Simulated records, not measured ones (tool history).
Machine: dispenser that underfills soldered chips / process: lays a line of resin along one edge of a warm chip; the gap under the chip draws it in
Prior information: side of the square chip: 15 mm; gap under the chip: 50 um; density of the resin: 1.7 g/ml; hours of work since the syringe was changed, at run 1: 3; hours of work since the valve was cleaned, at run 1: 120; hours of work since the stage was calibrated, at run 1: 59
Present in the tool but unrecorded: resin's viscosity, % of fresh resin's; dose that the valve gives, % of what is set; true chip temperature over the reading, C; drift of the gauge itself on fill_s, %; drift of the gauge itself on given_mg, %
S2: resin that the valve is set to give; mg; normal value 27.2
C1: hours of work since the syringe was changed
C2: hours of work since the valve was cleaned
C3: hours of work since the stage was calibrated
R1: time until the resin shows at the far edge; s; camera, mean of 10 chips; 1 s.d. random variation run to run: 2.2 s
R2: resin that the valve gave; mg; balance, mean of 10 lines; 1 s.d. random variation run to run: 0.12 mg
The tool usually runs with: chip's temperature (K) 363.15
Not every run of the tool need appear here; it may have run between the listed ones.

{"run": 1, "day": 0.0, "chip's temperature (K)": 363.15, "S2": 27.2, "C1": 3, "C2": 120, "C3": 59, "R1": 251.7, "R2": 24.78}
{"run": 2, "day": 0.204, "chip's temperature (K)": 351.15, "S2": 27.2, "C1": 6, "C2": 124, "C3": 63, "R1": 545.4, "R2": 24.57}
{"day": 0.396, "done": "dispensing valve cleaned and set on the balance"}
{"day": 0.438, "done": "new syringe of resin"}
{"run": 3, "day": 0.508, "chip's temperature (K)": 351.15, "S2": 27.2, "C1": 1, "C2": 2, "C3": 67, "R1": 381.2, "R2": 27.15}
{"run": 4, "day": 0.75, "chip's temperature (K)": 366.15, "S2": 27.2, "C1": 6, "C2": 6, "C3": 72, "R1": 267.2, "R2": 27.15}
{"day": 0.983, "done": "new syringe of resin"}
{"run": 5, "day": 1.067, "chip's temperature (K)": 363.15, "S2": 27.2, "C1": 1, "C2": 11, "C3": 77, "R1": 227.9, "R2": 26.76}
{"run": 6, "day": 1.296, "chip's temperature (K)": 363.15, "S2": 27.2, "C1": 5, "C2": 15, "C3": 81, "R1": 302.6, "R2": 26.52}
{"day": 1.55, "done": "new syringe of resin"}
{"run": 7, "day": 1.567, "chip's temperature (K)": 363.15, "S2": 27.2, "C1": 0, "C2": 20, "C3": 85, "R1": 207.7, "R2": 26.82}
{"run": 8, "day": 1.971, "chip's temperature (K)": 363.15, "S2": 27.2, "C1": 7, "C2": 27, "C3": 93, "R1": 339, "R2": 26.62}
{"day": 2.104, "done": "new syringe of resin"}
{"run": 9, "day": 2.308, "chip's temperature (K)": 363.15, "S2": 27.2, "C1": 4, "C2": 33, "C3": 98, "R1": 261.6, "R2": 26.68}
{"run": 10, "day": 2.492, "chip's temperature (K)": 363.15, "S2": 27.2, "C1": 7, "C2": 36, "C3": 101, "R1": 331.8, "R2": 26.1}
{"day": 2.654, "done": "new syringe of resin"}
{"run": 11, "day": 2.712, "chip's temperature (K)": 363.15, "S2": 26.2, "C1": 1, "C2": 39, "C3": 105, "R1": 227.9, "R2": 25.2}
{"run": 12, "day": 3.058, "chip's temperature (K)": 363.15, "S2": 33.2, "C1": 7, "C2": 46, "C3": 111, "R1": 333.7, "R2": 31.94}
{"day": 3.204, "done": "new syringe of resin"}
{"run": 13, "day": 3.533, "chip's temperature (K)": 367.15, "S2": 33.2, "C1": 6, "C2": 54, "C3": 119, "R1": 252.4, "R2": 31.68}
{"day": 3.742, "done": "new syringe of resin"}
{"run": 14, "day": 3.821, "chip's temperature (K)": 367.15, "S2": 33.2, "C1": 1, "C2": 59, "C3": 124, "R1": 182.8, "R2": 31.6}
{"run": 15, "day": 4.267, "chip's temperature (K)": 363.15, "S2": 27.2, "C1": 9, "C2": 66, "C3": 132, "R1": 386.4, "R2": 25.84}
{"day": 4.304, "done": "new syringe of resin"}
{"run": 16, "day": 4.612, "chip's temperature (K)": 363.15, "S2": 27.2, "C1": 5, "C2": 72, "C3": 138, "R1": 293.5, "R2": 25.66}
{"day": 4.875, "done": "new syringe of resin"}
{"run": 17, "day": 4.875, "chip's temperature (K)": 363.15, "S2": 27.2, "C1": 0, "C2": 77, "C3": 142, "R1": 213.7, "R2": 25.61}
{"run": 18, "day": 5.296, "chip's temperature (K)": 363.15, "S2": 35.1, "C1": 7, "C2": 84, "C3": 150, "R1": 336.9, "R2": 33}
{"day": 5.446, "done": "new syringe of resin"}
{"run": 19, "day": 5.55, "chip's temperature (K)": 351.15, "S2": 29.9, "C1": 2, "C2": 88, "C3": 154, "R1": 386.2, "R2": 27.9}
{"run": 20, "day": 5.75, "chip's temperature (K)": 358.15, "S2": 27.8, "C1": 5, "C2": 92, "C3": 157, "R1": 370.3, "R2": 25.64}
{"day": 6.004, "done": "new syringe of resin"}
{"run": 21, "day": 6.025, "chip's temperature (K)": 368.15, "S2": 25.2, "C1": 0, "C2": 96, "C3": 162, "R1": 178.4, "R2": 23.23}
{"run": 22, "day": 6.212, "chip's temperature (K)": 362.15, "S2": 34.6, "C1": 4, "C2": 100, "C3": 165, "R1": 263.3, "R2": 31.82}
{"run": 23, "day": 6.525, "chip's temperature (K)": 375.15, "S2": 27.3, "C1": 9, "C2": 105, "C3": 171, "R1": 237.1, "R2": 24.87}
{"day": 6.562, "done": "new syringe of resin"}
{"run": 24, "day": 6.804, "chip's temperature (K)": 353.15, "S2": 24.1, "C1": 4, "C2": 110, "C3": 175, "R1": 450.3, "R2": 22.03}
{"day": 7.108, "done": "new syringe of resin"}
{"run": 25, "day": 7.183, "chip's temperature (K)": 374.15, "S2": 24.7, "C1": 1, "C2": 116, "C3": 182, "R1": 148.4, "R2": 22.44}
{"run": 26, "day": 7.392, "chip's temperature (K)": 370.15, "S2": 33.3, "C1": 5, "C2": 120, "C3": 185, "R1": 210.3, "R2": 30.18}
{"day": 7.675, "done": "new syringe of resin"}
{"run": 27, "day": 7.754, "chip's temperature (K)": 370.15, "S2": 33.3, "C1": 1, "C2": 126, "C3": 192, "R1": 156.8, "R2": 29.89}
{"day": 7.833, "done": "dispensing valve cleaned and set on the balance"}
{"run": 28, "day": 8.104, "chip's temperature (K)": 353.15, "S2": 32.1, "C1": 7, "C2": 5, "C3": 197, "R1": 467.7, "R2": 32.24}
{"day": 8.275, "done": "new syringe of resin"}
{"run": 29, "day": 8.571, "chip's temperature (K)": 353.15, "S2": 32.1, "C1": 5, "C2": 13, "C3": 205, "R1": 423.8, "R2": 31.77}
{"day": 8.846, "done": "new syringe of resin"}
{"run": 30, "day": 8.908, "chip's temperature (K)": 353.15, "S2": 32.1, "C1": 1, "C2": 18, "C3": 211, "R1": 323.3, "R2": 31.56}
{"run": 31, "day": 9.125, "chip's temperature (K)": 352.15, "S2": 27.2, "C1": 5, "C2": 22, "C3": 214, "R1": 439.7, "R2": 26.8}
{"day": 9.388, "done": "new syringe of resin"}
{"run": 32, "day": 9.388, "chip's temperature (K)": 376.15, "S2": 25.3, "C1": 0, "C2": 27, "C3": 219, "R1": 121.9, "R2": 24.62}
{"run": 33, "day": 9.767, "chip's temperature (K)": 376.15, "S2": 25.3, "C1": 7, "C2": 33, "C3": 225, "R1": 194.8, "R2": 24.79}
{"day": 9.929, "done": "new syringe of resin"}
{"run": 34, "day": 10.029, "chip's temperature (K)": 378.15, "S2": 27.5, "C1": 2, "C2": 38, "C3": 230, "R1": 125.6, "R2": 26.62}
{"day": 10.471, "done": "new syringe of resin"}
{"run": 35, "day": 10.471, "chip's temperature (K)": 357.15, "S2": 24.3, "C1": 0, "C2": 45, "C3": 237, "R1": 269.2, "R2": 23.41}

Below, some changes in R1 between adjacent runs. For each, the amount present without the hidden state too (settings, incoming material, random variation) and the amount remaining for the hidden state with gauge scatter not shared by both compared results:
Run 1 -> 2: chip's temperature (K) 363.15 -> 351.15. R1 +293.7 s: hidden state +146.7, all else +147.
Run 2 -> 3: dispensing valve cleaned and set on the balance, new syringe of resin. R1 -164.2 s: hidden state -165.8, all else +1.6.
Run 14 -> 15: chip's temperature (K) 367.15 -> 363.15, S2 33.2 -> 27.2. R1 +203.6 s: hidden state +164.7, all else +38.9.
Run 24 -> 25: chip's temperature (K) 353.15 -> 374.15, S2 24.1 -> 24.7, new syringe of resin. R1 -301.9 s: hidden state -107.3, all else -194.6.
Run 27 -> 28: chip's temperature (K) 370.15 -> 353.15, S2 33.3 -> 32.1, dispensing valve cleaned and set on the balance. R1 +310.9 s: hidden state +145.3, all else +165.6.
Run 31 -> 32: chip's temperature (K) 352.15 -> 376.15, S2 27.2 -> 25.3, new syringe of resin. R1 -317.8 s: hidden state -114, all else -203.8.

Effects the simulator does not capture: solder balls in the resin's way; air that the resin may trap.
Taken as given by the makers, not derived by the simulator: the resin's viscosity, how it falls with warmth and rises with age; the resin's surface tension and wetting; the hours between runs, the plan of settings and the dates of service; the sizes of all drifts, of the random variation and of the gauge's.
